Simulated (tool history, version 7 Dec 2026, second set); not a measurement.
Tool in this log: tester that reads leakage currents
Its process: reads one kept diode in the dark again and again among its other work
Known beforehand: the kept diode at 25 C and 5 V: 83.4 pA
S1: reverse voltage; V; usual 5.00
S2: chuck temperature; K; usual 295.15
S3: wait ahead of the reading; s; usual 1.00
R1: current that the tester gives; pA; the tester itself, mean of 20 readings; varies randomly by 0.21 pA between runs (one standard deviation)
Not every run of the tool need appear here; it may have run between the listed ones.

run	hour	S1	S2	S3	R1
1	0.0	5.00	295.15	1.00	85.38
2	120.3	5.00	295.15	1.00	85.74
# hour 270.4: chuck's temperature calibrated
3	270.4	5.00	295.15	1.00	71.90
4	456.8	5.00	314.15	1.00	298.74
5	660.8	5.00	314.15	1.00	300.92
6	811.9	5.00	314.15	1.00	302.13
7	1007.8	16.80	295.15	1.00	127.99
# hour 1059.8: tester calibrated
8	1244.0	5.00	295.15	1.00	77.56
9	1420.3	5.00	295.15	1.00	78.50
10	1563.2	5.00	295.15	1.00	79.93
11	1751.1	5.00	295.15	1.00	80.34
12	1956.7	5.00	295.15	4.87	81.08
13	2127.4	1.17	295.15	1.00	46.28
# hour 2303.4: tester calibrated, once more
# hour 2326.7: probe card cleaned and baked
14	2340.2	1.17	295.15	1.00	43.38
15	2447.9	5.00	295.15	1.00	72.79
16	2673.9	5.00	295.15	1.00	74.25
17	2830.0	19.37	295.15	1.00	123.61
18	3034.7	19.37	295.15	1.00	127.16
19	3241.2	19.37	295.15	1.00	130.45
20	3461.1	19.37	295.15	1.00	133.73
21	3621.8	19.37	295.15	1.00	134.97
22	3883.0	17.70	323.15	1.29	965.46
23	4081.0	17.70	323.15	7.16	975.77
24	4205.5	17.70	323.15	7.16	980.11
25	4449.1	17.70	323.15	7.16	993.27
26	4673.3	3.11	296.15	1.00	76.93
# hour 4910.0: chuck's temperature calibrated
27	4930.5	5.00	293.15	2.61	62.39

The next listed run, before its measurement:
28	5085.2	5.00	293.15	2.61	?

Run 28 gave R1 62.89 pA.
Had the tool carried no hidden state, the very same run would have given R1 55.50 pA.

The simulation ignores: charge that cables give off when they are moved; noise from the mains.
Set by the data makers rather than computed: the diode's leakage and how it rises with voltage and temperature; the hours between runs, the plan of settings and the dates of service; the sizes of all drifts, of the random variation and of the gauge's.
